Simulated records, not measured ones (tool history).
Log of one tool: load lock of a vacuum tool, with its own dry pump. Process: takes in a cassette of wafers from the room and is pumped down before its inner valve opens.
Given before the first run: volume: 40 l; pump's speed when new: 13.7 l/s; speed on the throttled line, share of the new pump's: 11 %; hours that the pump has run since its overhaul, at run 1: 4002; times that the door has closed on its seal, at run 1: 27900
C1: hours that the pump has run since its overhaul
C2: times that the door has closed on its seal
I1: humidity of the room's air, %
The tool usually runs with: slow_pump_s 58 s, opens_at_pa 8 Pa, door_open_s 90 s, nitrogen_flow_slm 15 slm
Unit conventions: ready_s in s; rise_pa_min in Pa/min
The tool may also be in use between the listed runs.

{"run": 1, "hour": 0.0, "slow_pump_s": 58, "opens_at_pa": 8, "door_open_s": 90, "nitrogen_flow_slm": 15, "C1": 4002, "C2": 27900, "I1": 44, "ready_s": 81.4, "rise_pa_min": 0.549}
{"run": 2, "hour": 526.2, "slow_pump_s": 58, "opens_at_pa": 8, "door_open_s": 90, "nitrogen_flow_slm": 15, "C1": 4528, "C2": 30232, "I1": 43.5, "ready_s": 80.7, "rise_pa_min": 0.604}
{"run": 3, "hour": 1109.2, "slow_pump_s": 58, "opens_at_pa": 8, "door_open_s": 90, "nitrogen_flow_slm": 15, "C1": 5111, "C2": 32817, "I1": 45.9, "ready_s": 81.5, "rise_pa_min": 0.683}
{"run": 4, "hour": 1556.8, "slow_pump_s": 46, "opens_at_pa": 8, "door_open_s": 90, "nitrogen_flow_slm": 15, "C1": 5559, "C2": 34801, "I1": 44.2, "ready_s": 70.7, "rise_pa_min": 0.741}
{"hour": 1702.5, "done": "door's seal changed, seat wiped"}
{"run": 5, "hour": 1831.6, "slow_pump_s": 46, "opens_at_pa": 8, "door_open_s": 90, "nitrogen_flow_slm": 15, "C1": 5832, "C2": 573, "I1": 47.7, "ready_s": 71, "rise_pa_min": 0.069}
{"run": 6, "hour": 2246.0, "slow_pump_s": 46, "opens_at_pa": 8, "door_open_s": 90, "nitrogen_flow_slm": 17, "C1": 6247, "C2": 2410, "I1": 46, "ready_s": 71, "rise_pa_min": 0.071}
{"run": 7, "hour": 2548.2, "slow_pump_s": 58, "opens_at_pa": 8, "door_open_s": 90, "nitrogen_flow_slm": 18, "C1": 6549, "C2": 3749, "I1": 46.1, "ready_s": 81.8, "rise_pa_min": 0.085}
{"run": 8, "hour": 3187.0, "slow_pump_s": 58, "opens_at_pa": 8, "door_open_s": 26, "nitrogen_flow_slm": 18, "C1": 7188, "C2": 6581, "I1": 40.1, "ready_s": 82.4, "rise_pa_min": 0.088}
{"run": 9, "hour": 3489.4, "slow_pump_s": 58, "opens_at_pa": 8, "door_open_s": 90, "nitrogen_flow_slm": 14, "C1": 7490, "C2": 7921, "I1": 46.4, "ready_s": 81.7, "rise_pa_min": 0.129}
{"run": 10, "hour": 3759.7, "slow_pump_s": 58, "opens_at_pa": 8, "door_open_s": 90, "nitrogen_flow_slm": 14, "C1": 7760, "C2": 9119, "I1": 46.1, "ready_s": 81.5, "rise_pa_min": 0.142}
{"run": 11, "hour": 4071.4, "slow_pump_s": 58, "opens_at_pa": 8, "door_open_s": 90, "nitrogen_flow_slm": 14, "C1": 8072, "C2": 10501, "I1": 45.9, "ready_s": 83.1, "rise_pa_min": 0.173}
{"run": 12, "hour": 4658.3, "slow_pump_s": 58, "opens_at_pa": 11, "door_open_s": 90, "nitrogen_flow_slm": 15, "C1": 8659, "C2": 13102, "I1": 44.3, "ready_s": 81.6, "rise_pa_min": 0.199}
{"run": 13, "hour": 5175.2, "slow_pump_s": 58, "opens_at_pa": 11, "door_open_s": 90, "nitrogen_flow_slm": 15, "C1": 9176, "C2": 15394, "I1": 45.4, "ready_s": 81.9, "rise_pa_min": 0.239}
{"run": 14, "hour": 5690.9, "slow_pump_s": 58, "opens_at_pa": 11, "door_open_s": 90, "nitrogen_flow_slm": 15, "C1": 9692, "C2": 17679, "I1": 45, "ready_s": 81.8, "rise_pa_min": 0.271}
{"run": 15, "hour": 6020.9, "slow_pump_s": 73, "opens_at_pa": 11, "door_open_s": 90, "nitrogen_flow_slm": 28, "C1": 10022, "C2": 19142, "I1": 46.5, "ready_s": 95.9, "rise_pa_min": 0.281}
{"run": 16, "hour": 6392.8, "slow_pump_s": 58, "opens_at_pa": 8, "door_open_s": 90, "nitrogen_flow_slm": 5, "C1": 10394, "C2": 20790, "I1": 41.4, "ready_s": 83.2, "rise_pa_min": 0.332}
{"run": 17, "hour": 6869.5, "slow_pump_s": 31, "opens_at_pa": 14, "door_open_s": 124, "nitrogen_flow_slm": 14, "C1": 10870, "C2": 22904, "I1": 45.1, "ready_s": 58.4, "rise_pa_min": 0.382}
{"run": 18, "hour": 7214.3, "slow_pump_s": 31, "opens_at_pa": 14, "door_open_s": 124, "nitrogen_flow_slm": 14, "C1": 11215, "C2": 24432, "I1": 43.5, "ready_s": 58.5, "rise_pa_min": 0.433}

Some steps in ready_s between neighbouring runs. How much of each would the tool show without its hidden state too (settings, what came in, random variation), and how much is left for the hidden state, with any gauge scatter that isn't in both results?
The tool's hidden condition here consists of: pump's speed, % of a new pump's; leak at the door's seal, Pa l/s; drift of the gauge itself on ready_s, %; drift of the gauge itself on rise_pa_min, %.
Run 15 -> 16: slow_pump_s 73 -> 58, opens_at_pa 11 -> 8, nitrogen_flow_slm 28 -> 5. ready_s -12.7 s: hidden state +0.8, all else -13.5.
Run 16 -> 17: slow_pump_s 58 -> 31, opens_at_pa 8 -> 14, door_open_s 90 -> 124, nitrogen_flow_slm 5 -> 14. ready_s -24.8 s: hidden state +0.4, all else -25.2.
